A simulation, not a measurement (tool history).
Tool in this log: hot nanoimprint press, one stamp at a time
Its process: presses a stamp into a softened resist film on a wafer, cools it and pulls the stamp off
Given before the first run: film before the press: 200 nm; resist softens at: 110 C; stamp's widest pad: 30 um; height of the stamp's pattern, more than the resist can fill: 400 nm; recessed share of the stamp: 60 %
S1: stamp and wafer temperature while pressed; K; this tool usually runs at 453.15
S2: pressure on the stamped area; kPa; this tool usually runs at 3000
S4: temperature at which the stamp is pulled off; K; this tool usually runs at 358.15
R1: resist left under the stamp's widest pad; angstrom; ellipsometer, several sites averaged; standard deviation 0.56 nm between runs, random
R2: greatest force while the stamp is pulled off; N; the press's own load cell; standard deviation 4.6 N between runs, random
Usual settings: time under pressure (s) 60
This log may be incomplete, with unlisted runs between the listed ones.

{"run": 1, "hour": 0.0, "S1": 453.15, "S2": 3000, "time under pressure (s)": 60, "S4": 358.15, "R1": 1045, "R2": 255}
{"run": 2, "hour": 19.5, "S1": 453.15, "S2": 3000, "time under pressure (s)": 60, "S4": 358.15, "R1": 1045, "R2": 258}
{"run": 3, "hour": 39.3, "S1": 453.15, "S2": 3000, "time under pressure (s)": 60, "S4": 358.15, "R1": 1057, "R2": 243}
{"run": 4, "hour": 60.7, "S1": 453.15, "S2": 3000, "time under pressure (s)": 60, "S4": 358.15, "R1": 1048, "R2": 256}
{"run": 5, "hour": 86.9, "S1": 453.15, "S2": 3000, "time under pressure (s)": 60, "S4": 358.15, "R1": 1052, "R2": 253}
{"run": 6, "hour": 113.6, "S1": 453.15, "S2": 3000, "time under pressure (s)": 60, "S4": 358.15, "R1": 1064, "R2": 257}
{"run": 7, "hour": 131.7, "S1": 447.15, "S2": 3000, "time under pressure (s)": 60, "S4": 358.15, "R1": 1362, "R2": 262}
{"run": 8, "hour": 145.5, "S1": 447.15, "S2": 3000, "time under pressure (s)": 60, "S4": 358.15, "R1": 1371, "R2": 258}
{"run": 9, "hour": 171.2, "S1": 447.15, "S2": 3000, "time under pressure (s)": 60, "S4": 358.15, "R1": 1384, "R2": 271}
{"run": 10, "hour": 201.2, "S1": 447.15, "S2": 3000, "time under pressure (s)": 60, "S4": 358.15, "R1": 1356, "R2": 272}
{"run": 11, "hour": 220.8, "S1": 453.15, "S2": 3000, "time under pressure (s)": 53, "S4": 358.15, "R1": 1107, "R2": 263}

Branching from run 11: 3 alternative next runs. What would each branch give?
{"hour": 237.5, "done": "plate thermocouple calibrated"}
{"run": "A", "hour": 250.0, "S1": 453.15, "S2": 3000, "time under pressure (s)": 106, "S4": 361.15, "R1": "?", "R2": "?"}
{"hour": 237.5, "done": "plate thermocouple calibrated"}
{"run": "B", "hour": 250.0, "S1": 453.15, "S2": 4370, "time under pressure (s)": 60, "S4": 358.15, "R1": "?", "R2": "?"}
{"hour": 237.5, "done": "plate thermocouple calibrated"}
{"run": "C", "hour": 250.0, "S1": 446.15, "S2": 3290, "time under pressure (s)": 53, "S4": 350.15, "R1": "?", "R2": "?"}

run=A R1=804 R2=238
run=B R1=860 R2=256
run=C R1=1381 R2=307
What these runs would have given with no unlogged condition in the tool:
run=A R1=802 R2=206
run=B R1=857 R2=222
run=C R1=1379 R2=266
